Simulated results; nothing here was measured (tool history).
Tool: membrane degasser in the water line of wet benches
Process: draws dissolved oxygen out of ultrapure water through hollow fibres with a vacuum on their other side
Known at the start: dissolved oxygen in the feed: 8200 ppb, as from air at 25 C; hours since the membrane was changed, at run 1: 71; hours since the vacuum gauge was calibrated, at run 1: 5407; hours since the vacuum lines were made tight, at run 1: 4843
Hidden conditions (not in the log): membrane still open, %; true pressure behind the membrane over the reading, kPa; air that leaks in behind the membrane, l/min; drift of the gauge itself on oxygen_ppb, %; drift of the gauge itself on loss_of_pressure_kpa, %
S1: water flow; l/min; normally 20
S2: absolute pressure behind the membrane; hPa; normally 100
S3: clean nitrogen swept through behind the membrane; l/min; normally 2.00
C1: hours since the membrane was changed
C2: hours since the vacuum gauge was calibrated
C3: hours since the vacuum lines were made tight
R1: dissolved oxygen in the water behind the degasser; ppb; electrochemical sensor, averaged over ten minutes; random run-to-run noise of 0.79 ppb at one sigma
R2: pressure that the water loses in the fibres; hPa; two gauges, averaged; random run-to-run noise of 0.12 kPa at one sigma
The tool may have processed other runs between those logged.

{"run": 1, "hour": 0.0, "S1": 20, "S2": 100, "S3": 2.0, "C1": 71, "C2": 5407, "C3": 4843, "R1": 174.5, "R2": 421.1}
{"run": 2, "hour": 167.2, "S1": 20, "S2": 100, "S3": 2.0, "C1": 238, "C2": 5574, "C3": 5010, "R1": 173.9, "R2": 421.3}
{"run": 3, "hour": 379.0, "S1": 20, "S2": 100, "S3": 2.0, "C1": 450, "C2": 5786, "C3": 5222, "R1": 177.8, "R2": 418.6}
{"run": 4, "hour": 490.5, "S1": 20, "S2": 100, "S3": 2.0, "C1": 561, "C2": 5897, "C3": 5333, "R1": 175.5, "R2": 423.9}
{"run": 5, "hour": 586.2, "S1": 20, "S2": 100, "S3": 1.05, "C1": 657, "C2": 5993, "C3": 5429, "R1": 307.9, "R2": 421.6}
{"run": 6, "hour": 793.4, "S1": 20, "S2": 81, "S3": 2.0, "C1": 864, "C2": 6200, "C3": 5636, "R1": 132.7, "R2": 422.2}
{"run": 7, "hour": 965.0, "S1": 20, "S2": 81, "S3": 2.0, "C1": 1036, "C2": 6372, "C3": 5808, "R1": 133.5, "R2": 424.1}
{"run": 8, "hour": 1143.1, "S1": 27, "S2": 100, "S3": 2.0, "C1": 1214, "C2": 6550, "C3": 5986, "R1": 257.4, "R2": 570.1}
{"run": 9, "hour": 1337.5, "S1": 27, "S2": 100, "S3": 2.0, "C1": 1408, "C2": 6745, "C3": 6180, "R1": 259.1, "R2": 569.0}
{"run": 10, "hour": 1513.0, "S1": 27, "S2": 100, "S3": 2.0, "C1": 1584, "C2": 6920, "C3": 6356, "R1": 260.2, "R2": 573.9}
{"run": 11, "hour": 1728.5, "S1": 27, "S2": 100, "S3": 2.0, "C1": 1799, "C2": 7136, "C3": 6571, "R1": 257.6, "R2": 575.0}
{"run": 12, "hour": 1863.8, "S1": 20, "S2": 100, "S3": 2.0, "C1": 1934, "C2": 7271, "C3": 6707, "R1": 177.9, "R2": 423.3}
{"run": 13, "hour": 2072.6, "S1": 20, "S2": 100, "S3": 2.0, "C1": 2143, "C2": 7480, "C3": 6915, "R1": 179.2, "R2": 424.5}
{"run": 14, "hour": 2246.3, "S1": 20, "S2": 100, "S3": 2.0, "C1": 2317, "C2": 7653, "C3": 7089, "R1": 179.8, "R2": 426.6}
{"run": 15, "hour": 2370.7, "S1": 20, "S2": 100, "S3": 2.0, "C1": 2441, "C2": 7778, "C3": 7214, "R1": 180.2, "R2": 425.5}
{"hour": 2434.0, "done": "vacuum gauge calibrated"}
{"run": 16, "hour": 2573.9, "S1": 20, "S2": 100, "S3": 2.0, "C1": 2644, "C2": 140, "C3": 7416, "R1": 168.4, "R2": 425.4}
{"run": 17, "hour": 2803.7, "S1": 31, "S2": 188, "S3": 2.0, "C1": 2874, "C2": 370, "C3": 7646, "R1": 586.2, "R2": 661.5}
{"run": 18, "hour": 2991.6, "S1": 31, "S2": 188, "S3": 2.0, "C1": 3062, "C2": 558, "C3": 7834, "R1": 586.2, "R2": 662.5}
{"run": 19, "hour": 3224.7, "S1": 17, "S2": 100, "S3": 4.68, "C1": 3295, "C2": 791, "C3": 8067, "R1": 65.1, "R2": 362.5}
{"hour": 3343.0, "done": "seals of the vacuum lines changed"}
{"run": 20, "hour": 3437.4, "S1": 13, "S2": 80, "S3": 0.84, "C1": 3506, "C2": 1001, "C3": 94, "R1": 171.4, "R2": 279.8}
{"run": 21, "hour": 3654.2, "S1": 12, "S2": 154, "S3": 1.77, "C1": 3722, "C2": 1218, "C3": 311, "R1": 195.9, "R2": 257.7}
{"run": 22, "hour": 3795.0, "S1": 20, "S2": 77, "S3": 2.0, "C1": 3863, "C2": 1359, "C3": 452, "R1": 116.3, "R2": 428.2}
{"run": 23, "hour": 4013.2, "S1": 20, "S2": 77, "S3": 2.0, "C1": 4081, "C2": 1577, "C3": 670, "R1": 116.9, "R2": 429.6}
{"run": 24, "hour": 4211.5, "S1": 20, "S2": 77, "S3": 3.58, "C1": 4280, "C2": 1776, "C3": 869, "R1": 70.8, "R2": 431.4}
{"run": 25, "hour": 4353.8, "S1": 20, "S2": 77, "S3": 3.58, "C1": 4422, "C2": 1918, "C3": 1011, "R1": 70.6, "R2": 430.4}
{"run": 26, "hour": 4579.3, "S1": 25, "S2": 141, "S3": 1.9, "C1": 4647, "C2": 2143, "C3": 1236, "R1": 353.7, "R2": 535.8}
{"run": 27, "hour": 4748.7, "S1": 15, "S2": 144, "S3": 3.59, "C1": 4817, "C2": 2313, "C3": 1406, "R1": 117.2, "R2": 322.6}
{"run": 28, "hour": 4884.4, "S1": 30, "S2": 121, "S3": 3.59, "C1": 4953, "C2": 2448, "C3": 1541, "R1": 239.2, "R2": 646.7}
{"run": 29, "hour": 5053.4, "S1": 30, "S2": 121, "S3": 3.59, "C1": 5122, "C2": 2617, "C3": 1710, "R1": 240.1, "R2": 644.3}
{"run": 30, "hour": 5257.1, "S1": 30, "S2": 96, "S3": 2.36, "C1": 5325, "C2": 2821, "C3": 1914, "R1": 252.8, "R2": 648.6}
{"run": 31, "hour": 5463.9, "S1": 17, "S2": 194, "S3": 2.36, "C1": 5532, "C2": 3028, "C3": 2121, "R1": 278.8, "R2": 366.8}
{"run": 32, "hour": 5644.1, "S1": 24, "S2": 128, "S3": 2.0, "C1": 5712, "C2": 3208, "C3": 2301, "R1": 290.8, "R2": 517.4}

Consider 3 possible next runs. They are alternatives, not a sequence: every one starts from the tool as it was left by run 32. What does each give?
{"run": "A", "hour": 5792.8, "S1": 13, "S2": 128, "S3": 2.0, "C1": 5861, "C2": 3357, "C3": 2450, "R1": "?", "R2": "?"}
{"run": "B", "hour": 5792.8, "S1": 20, "S2": 129, "S3": 5.69, "C1": 5861, "C2": 3357, "C3": 2450, "R1": "?", "R2": "?"}
{"run": "C", "hour": 5792.8, "S1": 24, "S2": 201, "S3": 1.46, "C1": 5861, "C2": 3357, "C3": 2450, "R1": "?", "R2": "?"}

run=A R1=155.9 R2=281.5
run=B R1=94.3 R2=432.0
run=C R1=623.1 R2=520.6
The same runs, with their run-to-run variation unchanged, on a tool lacking any hidden condition would have given:
run=A R1=149.5 R2=273.5
run=B R1=89.7 R2=419.6
run=C R1=607.9 R2=505.7
